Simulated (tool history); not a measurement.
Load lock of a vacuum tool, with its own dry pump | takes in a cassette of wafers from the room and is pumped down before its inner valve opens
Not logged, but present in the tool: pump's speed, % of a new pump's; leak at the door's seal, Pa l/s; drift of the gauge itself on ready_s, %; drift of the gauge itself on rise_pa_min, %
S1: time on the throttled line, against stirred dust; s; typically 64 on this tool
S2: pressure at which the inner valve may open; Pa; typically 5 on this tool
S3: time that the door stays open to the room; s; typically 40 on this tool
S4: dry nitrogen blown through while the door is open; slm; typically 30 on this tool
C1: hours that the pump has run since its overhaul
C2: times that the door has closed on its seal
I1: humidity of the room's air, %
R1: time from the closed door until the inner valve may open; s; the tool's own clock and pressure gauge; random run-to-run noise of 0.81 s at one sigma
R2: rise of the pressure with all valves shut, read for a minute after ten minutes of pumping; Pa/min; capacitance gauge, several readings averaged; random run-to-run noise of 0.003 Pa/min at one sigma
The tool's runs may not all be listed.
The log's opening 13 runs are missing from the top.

run 14 hour=3047.9 | S1=101 S2=5 S3=40 S4=33 | C1=1561 C2=26717 | I1=45.6 | R1=153.3 R2=0.159
run 15 hour=3360.9 | S1=64 S2=5 S3=40 S4=30 | C1=1874 C2=27282 | I1=43.7 | R1=125.2 R2=0.167
run 16 hour=3518.8 | S1=64 S2=5 S3=40 S4=30 | C1=2032 C2=27567 | I1=45.7 | R1=126.5 R2=0.17
run 17 hour=3834.8 | S1=85 S2=5 S3=40 S4=30 | C1=2348 C2=28136 | I1=45.4 | R1=141.6 R2=0.179
run 18 hour=4131.4 | S1=85 S2=5 S3=40 S4=30 | C1=2645 C2=28671 | I1=45.7 | R1=140.4 R2=0.179
run 19 hour=4306.4 | S1=85 S2=5 S3=40 S4=30 | C1=2820 C2=28987 | I1=44 | R1=142.1 R2=0.179
run 20 hour=4593.4 | S1=95 S2=10 S3=37 S4=7 | C1=3107 C2=29504 | I1=41.6 | R1=139.2 R2=0.197
run 21 hour=4747.3 | S1=41 S2=5 S3=112 S4=9 | C1=3260 C2=29782 | I1=47.3 | R1=111.4 R2=0.258
run 22 hour=4897.7 | S1=41 S2=5 S3=112 S4=9 | C1=3411 C2=30053 | I1=44.9 | R1=111.2 R2=0.243
run 23 hour=5221.6 | S1=111 S2=5 S3=233 S4=44 | C1=3735 C2=30637 | I1=48.9 | R1=159.7 R2=0.239
run 24 hour=5401.8 | S1=111 S2=5 S3=233 S4=44 | C1=3915 C2=30962 | I1=43.5 | R1=160 R2=0.244
run 25 hour=5550.7 | S1=111 S2=5 S3=233 S4=44 | C1=4064 C2=31231 | I1=41.6 | R1=162.3 R2=0.244
run 26 hour=5716.1 | S1=32 S2=4 S3=179 S4=25 | C1=4229 C2=31529 | I1=44.3 | R1=107.5 R2=0.26
run 27 hour=5870.3 | S1=50 S2=4 S3=38 S4=25 | C1=4384 C2=31807 | I1=41.8 | R1=120.9 R2=0.202
run 28 hour=6146 | S1=81 S2=9 S3=232 S4=9 | C1=4659 C2=32304 | I1=42.7 | R1=135.7 R2=0.321
run 29 hour=6426.6 | S1=81 S2=9 S3=232 S4=9 | C1=4940 C2=32810 | I1=45.6 | R1=134 R2=0.331

Run 30 has not been measured yet. What should we expect?
run 30 hour=6584 | S1=84 S2=4 S3=61 S4=7 | C1=5097 C2=33094 | I1=43.1 | R1=? R2=?

{"run 30": {"R1": 143.9, "R2": 0.245}}
With no hidden state in the tool, this same run would have given R1 140.5 s, R2 0.072 Pa/min.
